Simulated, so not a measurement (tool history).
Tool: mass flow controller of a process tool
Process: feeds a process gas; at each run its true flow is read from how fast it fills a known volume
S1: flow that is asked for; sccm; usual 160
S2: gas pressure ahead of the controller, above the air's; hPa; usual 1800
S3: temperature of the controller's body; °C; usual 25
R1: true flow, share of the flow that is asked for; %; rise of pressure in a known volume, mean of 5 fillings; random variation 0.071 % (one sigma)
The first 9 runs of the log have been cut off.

run	hour	S1	S2	S3	R1
10	2687.1	166	1800	25	101.26
11	3039.8	160	1800	25	101.27
12	3244.8	160	2570	25	101.74
13	3554.0	160	1700	25	101.45
14	3777.0	160	1700	25	101.61
15	4039.0	131	1800	25	101.56
16	4388.6	160	1570	25	101.67
17	4740.0	99	1570	25	101.87
18	5221.2	99	1570	25	102.16
19	5577.4	160	1800	25	102.33
20	5932.7	160	1800	25	102.51
21	6201.1	160	1800	39	103.45
22	6548.5	132	1940	20	102.59
23	6940.3	160	1800	38	103.59
24	7185.8	159	2060	36	103.60
# hour 7252.2: controller's zero set anew
25	7441.0	159	2060	36	103.30
# hour 7507.9: controller exchanged for a calibrated one
26	7714.7	61	1800	22	99.55
27	8115.1	89	2610	38	101.06
28	8332.3	89	2610	38	101.26
29	8671.0	45	2260	38	101.21

For run 30, what comes out?
30	8956.9	45	2260	38	?

Run 30 produced R1 101.48 %.
The same run, on a tool lacking any hidden state, would have yielded R1 100.59 %.
